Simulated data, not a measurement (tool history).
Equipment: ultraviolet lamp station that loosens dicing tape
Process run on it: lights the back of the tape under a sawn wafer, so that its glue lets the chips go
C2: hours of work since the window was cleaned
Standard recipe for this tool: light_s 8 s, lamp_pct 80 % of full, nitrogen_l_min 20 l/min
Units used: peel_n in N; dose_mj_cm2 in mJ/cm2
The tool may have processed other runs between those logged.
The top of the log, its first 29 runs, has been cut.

{"run": 30, "hour": 1426.6, "light_s": 8, "lamp_pct": 80, "nitrogen_l_min": 17, "hours of work of the lamp": 655, "C2": 422, "peel_n": 0.423, "dose_mj_cm2": 328}
{"hour": 1460.4, "done": "window cleaned of glue's vapour"}
{"run": 31, "hour": 1466.5, "light_s": 8, "lamp_pct": 65, "nitrogen_l_min": 6, "hours of work of the lamp": 673, "C2": 3, "peel_n": 0.915, "dose_mj_cm2": 312}
{"run": 32, "hour": 1517.1, "light_s": 5, "lamp_pct": 93, "nitrogen_l_min": 20, "hours of work of the lamp": 697, "C2": 27, "peel_n": 0.54, "dose_mj_cm2": 273}
{"run": 33, "hour": 1582.8, "light_s": 5, "lamp_pct": 93, "nitrogen_l_min": 20, "hours of work of the lamp": 728, "C2": 57, "peel_n": 0.601, "dose_mj_cm2": 258}
{"run": 34, "hour": 1648.6, "light_s": 12, "lamp_pct": 98, "nitrogen_l_min": 19, "hours of work of the lamp": 758, "C2": 88, "peel_n": 0.14, "dose_mj_cm2": 637}
{"hour": 1660.0, "done": "lamp changed"}
{"run": 35, "hour": 1694.4, "light_s": 12, "lamp_pct": 98, "nitrogen_l_min": 19, "hours of work of the lamp": 16, "C2": 109, "peel_n": 0.101, "dose_mj_cm2": 966}
{"run": 36, "hour": 1761.3, "light_s": 9, "lamp_pct": 81, "nitrogen_l_min": 7, "hours of work of the lamp": 48, "C2": 141, "peel_n": 0.281, "dose_mj_cm2": 582}
{"run": 37, "hour": 1796.3, "light_s": 12, "lamp_pct": 78, "nitrogen_l_min": 29, "hours of work of the lamp": 64, "C2": 157, "peel_n": 0.116, "dose_mj_cm2": 728}
{"run": 38, "hour": 1842.3, "light_s": 12, "lamp_pct": 78, "nitrogen_l_min": 29, "hours of work of the lamp": 86, "C2": 179, "peel_n": 0.105, "dose_mj_cm2": 716}
{"run": 39, "hour": 1872.6, "light_s": 12, "lamp_pct": 78, "nitrogen_l_min": 7, "hours of work of the lamp": 100, "C2": 193, "peel_n": 0.201, "dose_mj_cm2": 712}
{"run": 40, "hour": 1910.3, "light_s": 12, "lamp_pct": 73, "nitrogen_l_min": 7, "hours of work of the lamp": 117, "C2": 210, "peel_n": 0.222, "dose_mj_cm2": 662}
{"run": 41, "hour": 1967.1, "light_s": 6, "lamp_pct": 80, "nitrogen_l_min": 39, "hours of work of the lamp": 144, "C2": 237, "peel_n": 0.208, "dose_mj_cm2": 347}
{"run": 42, "hour": 2020.8, "light_s": 8, "lamp_pct": 80, "nitrogen_l_min": 23, "hours of work of the lamp": 169, "C2": 262, "peel_n": 0.187, "dose_mj_cm2": 458}

Each row is a separate what-if for the run after 42, all from the same tool condition, not one after another. Results?
{"run": "A", "hour": 2053.3, "light_s": 7, "lamp_pct": 93, "nitrogen_l_min": 21, "hours of work of the lamp": 184, "C2": 278, "peel_n": "?", "dose_mj_cm2": "?"}
{"run": "B", "hour": 2053.3, "light_s": 6, "lamp_pct": 75, "nitrogen_l_min": 25, "hours of work of the lamp": 184, "C2": 278, "peel_n": "?", "dose_mj_cm2": "?"}
{"run": "C", "hour": 2053.3, "light_s": 15, "lamp_pct": 80, "nitrogen_l_min": 34, "hours of work of the lamp": 184, "C2": 278, "peel_n": "?", "dose_mj_cm2": "?"}

run=A peel_n=0.186 dose_mj_cm2=453
run=B peel_n=0.338 dose_mj_cm2=319
run=C peel_n=0.105 dose_mj_cm2=841
Take away the tool's hidden state, keep each run's random variation, and the runs would have read:
run=A peel_n=0.132 dose_mj_cm2=567
run=B peel_n=0.216 dose_mj_cm2=399
run=C peel_n=0.104 dose_mj_cm2=1053

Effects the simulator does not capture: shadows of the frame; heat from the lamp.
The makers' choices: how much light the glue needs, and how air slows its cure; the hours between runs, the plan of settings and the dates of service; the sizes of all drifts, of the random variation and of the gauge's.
